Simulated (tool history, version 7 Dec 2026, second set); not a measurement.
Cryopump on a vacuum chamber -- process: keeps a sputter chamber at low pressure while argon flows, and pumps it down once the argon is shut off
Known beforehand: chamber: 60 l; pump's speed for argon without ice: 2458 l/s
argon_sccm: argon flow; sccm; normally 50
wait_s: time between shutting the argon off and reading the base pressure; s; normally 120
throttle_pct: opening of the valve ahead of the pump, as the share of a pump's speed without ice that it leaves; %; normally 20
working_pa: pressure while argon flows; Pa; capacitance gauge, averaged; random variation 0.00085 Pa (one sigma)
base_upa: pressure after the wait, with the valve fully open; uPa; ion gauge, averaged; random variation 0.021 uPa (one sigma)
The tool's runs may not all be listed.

{"run": 1, "hour": 0.0, "argon_sccm": 50, "wait_s": 120, "throttle_pct": 20, "working_pa": 0.1718, "base_upa": 0.68}
{"run": 2, "hour": 74.5, "argon_sccm": 26, "wait_s": 120, "throttle_pct": 20, "working_pa": 0.0904, "base_upa": 0.73}
{"run": 3, "hour": 111.3, "argon_sccm": 26, "wait_s": 120, "throttle_pct": 20, "working_pa": 0.0897, "base_upa": 0.78}
{"run": 4, "hour": 147.4, "argon_sccm": 26, "wait_s": 120, "throttle_pct": 20, "working_pa": 0.0917, "base_upa": 0.78}
{"run": 5, "hour": 220.4, "argon_sccm": 26, "wait_s": 120, "throttle_pct": 20, "working_pa": 0.0904, "base_upa": 0.83}
{"run": 6, "hour": 284.5, "argon_sccm": 50, "wait_s": 120, "throttle_pct": 20, "working_pa": 0.175, "base_upa": 0.9}
{"run": 7, "hour": 348.0, "argon_sccm": 50, "wait_s": 120, "throttle_pct": 20, "working_pa": 0.1756, "base_upa": 0.9}
{"run": 8, "hour": 409.1, "argon_sccm": 50, "wait_s": 120, "throttle_pct": 38, "working_pa": 0.0944, "base_upa": 0.95}
{"run": 9, "hour": 457.8, "argon_sccm": 50, "wait_s": 120, "throttle_pct": 38, "working_pa": 0.0952, "base_upa": 1.01}
{"run": 10, "hour": 516.7, "argon_sccm": 30, "wait_s": 120, "throttle_pct": 23, "working_pa": 0.0927, "base_upa": 1.01}
{"run": 11, "hour": 550.8, "argon_sccm": 42, "wait_s": 68, "throttle_pct": 17, "working_pa": 0.1757, "base_upa": 1.3}
{"run": 12, "hour": 616.9, "argon_sccm": 42, "wait_s": 115, "throttle_pct": 39, "working_pa": 0.079, "base_upa": 1.08}
{"run": 13, "hour": 686.8, "argon_sccm": 42, "wait_s": 115, "throttle_pct": 39, "working_pa": 0.0799, "base_upa": 1.18}
{"run": 14, "hour": 747.7, "argon_sccm": 49, "wait_s": 119, "throttle_pct": 38, "working_pa": 0.097, "base_upa": 1.18}

Run 15 has not been measured yet. What should we expect?
{"run": 15, "hour": 815.0, "argon_sccm": 35, "wait_s": 41, "throttle_pct": 54, "working_pa": "?", "base_upa": "?"}

working_pa: 0.0504 Pa
base_upa: 1.87 uPa
Without the tool's hidden state the same run would have given working_pa 0.0445 Pa, base_upa 1.07 uPa.
